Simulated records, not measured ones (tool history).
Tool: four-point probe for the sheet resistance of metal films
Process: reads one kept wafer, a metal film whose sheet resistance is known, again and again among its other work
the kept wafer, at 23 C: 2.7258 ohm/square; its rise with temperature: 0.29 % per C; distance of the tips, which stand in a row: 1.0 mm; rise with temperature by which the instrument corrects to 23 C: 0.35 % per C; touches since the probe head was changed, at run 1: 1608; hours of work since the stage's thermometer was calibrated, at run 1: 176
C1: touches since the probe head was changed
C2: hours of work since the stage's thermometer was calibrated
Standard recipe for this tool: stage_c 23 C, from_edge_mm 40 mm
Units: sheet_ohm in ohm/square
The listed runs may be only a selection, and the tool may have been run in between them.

{"run": 1, "hour": 0.0, "stage_c": 23, "from_edge_mm": 40, "C1": 1608, "C2": 176, "sheet_ohm": 2.740391}
{"run": 2, "hour": 20.8, "stage_c": 23, "from_edge_mm": 40, "C1": 2266, "C2": 187, "sheet_ohm": 2.741921}
{"run": 3, "hour": 31.2, "stage_c": 23, "from_edge_mm": 40, "C1": 2599, "C2": 193, "sheet_ohm": 2.741409}
{"run": 4, "hour": 44.6, "stage_c": 30, "from_edge_mm": 40, "C1": 3022, "C2": 200, "sheet_ohm": 2.730551}
{"run": 5, "hour": 59.0, "stage_c": 30, "from_edge_mm": 40, "C1": 3478, "C2": 207, "sheet_ohm": 2.729105}
{"run": 6, "hour": 68.4, "stage_c": 30, "from_edge_mm": 40, "C1": 3778, "C2": 212, "sheet_ohm": 2.729896}
{"run": 7, "hour": 89.7, "stage_c": 25, "from_edge_mm": 40, "C1": 4454, "C2": 223, "sheet_ohm": 2.738886}
{"run": 8, "hour": 101.4, "stage_c": 25, "from_edge_mm": 40, "C1": 4826, "C2": 230, "sheet_ohm": 2.737266}
{"run": 9, "hour": 114.0, "stage_c": 25, "from_edge_mm": 40, "C1": 5226, "C2": 236, "sheet_ohm": 2.736801}
{"run": 10, "hour": 133.9, "stage_c": 23, "from_edge_mm": 40, "C1": 5854, "C2": 247, "sheet_ohm": 2.739685}
{"run": 11, "hour": 150.0, "stage_c": 23, "from_edge_mm": 40, "C1": 6366, "C2": 255, "sheet_ohm": 2.741089}
{"run": 12, "hour": 167.0, "stage_c": 23, "from_edge_mm": 40, "C1": 6906, "C2": 264, "sheet_ohm": 2.740611}
{"run": 13, "hour": 180.2, "stage_c": 23, "from_edge_mm": 40, "C1": 7325, "C2": 271, "sheet_ohm": 2.740501}
{"hour": 182.3, "done": "stage's thermometer calibrated"}
{"run": 14, "hour": 190.7, "stage_c": 19, "from_edge_mm": 40, "C1": 7641, "C2": 4, "sheet_ohm": 2.74783}
{"run": 15, "hour": 204.8, "stage_c": 31, "from_edge_mm": 40, "C1": 8090, "C2": 12, "sheet_ohm": 2.727939}
{"run": 16, "hour": 225.6, "stage_c": 31, "from_edge_mm": 40, "C1": 8749, "C2": 23, "sheet_ohm": 2.727363}
{"hour": 241.2, "done": "stage's thermometer calibrated, once more"}
{"run": 17, "hour": 245.9, "stage_c": 23, "from_edge_mm": 40, "C1": 9378, "C2": 2, "sheet_ohm": 2.738853}
{"run": 18, "hour": 259.5, "stage_c": 23, "from_edge_mm": 40, "C1": 9809, "C2": 10, "sheet_ohm": 2.738534}
{"run": 19, "hour": 273.0, "stage_c": 23, "from_edge_mm": 40, "C1": 10238, "C2": 17, "sheet_ohm": 2.737936}
{"run": 20, "hour": 292.1, "stage_c": 33, "from_edge_mm": 40, "C1": 10844, "C2": 27, "sheet_ohm": 2.721375}
{"run": 21, "hour": 310.6, "stage_c": 33, "from_edge_mm": 40, "C1": 11429, "C2": 36, "sheet_ohm": 2.721299}
{"run": 22, "hour": 328.5, "stage_c": 23, "from_edge_mm": 40, "C1": 11998, "C2": 46, "sheet_ohm": 2.737844}
{"run": 23, "hour": 339.4, "stage_c": 21, "from_edge_mm": 40, "C1": 12344, "C2": 52, "sheet_ohm": 2.740469}
{"run": 24, "hour": 352.3, "stage_c": 21, "from_edge_mm": 40, "C1": 12754, "C2": 58, "sheet_ohm": 2.740877}
{"run": 25, "hour": 363.7, "stage_c": 34, "from_edge_mm": 58, "C1": 13116, "C2": 64, "sheet_ohm": 2.719105}
{"run": 26, "hour": 373.9, "stage_c": 34, "from_edge_mm": 58, "C1": 13440, "C2": 70, "sheet_ohm": 2.718744}
{"run": 27, "hour": 385.5, "stage_c": 19, "from_edge_mm": 30, "C1": 13808, "C2": 76, "sheet_ohm": 2.744143}
{"run": 28, "hour": 399.8, "stage_c": 19, "from_edge_mm": 30, "C1": 14261, "C2": 83, "sheet_ohm": 2.744038}
{"run": 29, "hour": 412.8, "stage_c": 28, "from_edge_mm": 6, "C1": 14674, "C2": 90, "sheet_ohm": 2.768741}
{"run": 30, "hour": 428.3, "stage_c": 28, "from_edge_mm": 6, "C1": 15165, "C2": 98, "sheet_ohm": 2.767398}
{"run": 31, "hour": 442.5, "stage_c": 31, "from_edge_mm": 35, "C1": 15616, "C2": 106, "sheet_ohm": 2.723717}
{"run": 32, "hour": 457.9, "stage_c": 31, "from_edge_mm": 10, "C1": 16105, "C2": 114, "sheet_ohm": 2.736666}
{"run": 33, "hour": 477.6, "stage_c": 34, "from_edge_mm": 11, "C1": 16727, "C2": 124, "sheet_ohm": 2.729846}
{"run": 34, "hour": 492.3, "stage_c": 23, "from_edge_mm": 64, "C1": 17194, "C2": 132, "sheet_ohm": 2.735626}
{"run": 35, "hour": 503.5, "stage_c": 23, "from_edge_mm": 8, "C1": 17551, "C2": 138, "sheet_ohm": 2.757145}
{"run": 36, "hour": 523.5, "stage_c": 30, "from_edge_mm": 40, "C1": 18186, "C2": 148, "sheet_ohm": 2.724774}
{"run": 37, "hour": 535.3, "stage_c": 30, "from_edge_mm": 40, "C1": 18558, "C2": 154, "sheet_ohm": 2.723916}
{"run": 38, "hour": 551.9, "stage_c": 26, "from_edge_mm": 34, "C1": 19086, "C2": 163, "sheet_ohm": 2.730363}
{"run": 39, "hour": 571.3, "stage_c": 35, "from_edge_mm": 26, "C1": 19702, "C2": 173, "sheet_ohm": 2.71658}
{"run": 40, "hour": 592.0, "stage_c": 35, "from_edge_mm": 26, "C1": 20357, "C2": 184, "sheet_ohm": 2.717355}
{"run": 41, "hour": 612.5, "stage_c": 18, "from_edge_mm": 7, "C1": 21009, "C2": 195, "sheet_ohm": 2.773162}
{"run": 42, "hour": 630.7, "stage_c": 24, "from_edge_mm": 13, "C1": 21584, "C2": 205, "sheet_ohm": 2.740598}
{"run": 43, "hour": 650.9, "stage_c": 19, "from_edge_mm": 30, "C1": 22226, "C2": 215, "sheet_ohm": 2.742028}
{"run": 44, "hour": 660.9, "stage_c": 30, "from_edge_mm": 29, "C1": 22543, "C2": 220, "sheet_ohm": 2.724383}
{"run": 45, "hour": 669.5, "stage_c": 30, "from_edge_mm": 29, "C1": 22817, "C2": 225, "sheet_ohm": 2.724439}

Across each entry between runs, compare the hidden state at the last listed run before it with the hidden state at the first listed run after it:
After run 13, before run 14: stage's thermometer calibrated (hour 182.3)
  inner tips' distance over the nominal, %: 0.4 -> 0.396; wafer's true temperature over the reading, C: 0.23 -> 0.31
  difference, measured minus the result without the unlogged condition, sheet_ohm: +0.013617 -> +0.014168 ohm/square
After run 16, before run 17: stage's thermometer calibrated, once more (hour 241.2)
  inner tips' distance over the nominal, %: 0.384 -> 0.377; tips' flats over new ones', %: 12 -> 13; wafer's true temperature over the reading, C: 0.31 -> 0.08
  difference, measured minus the result without the unlogged condition, sheet_ohm: +0.013670 -> +0.011726 ohm/square
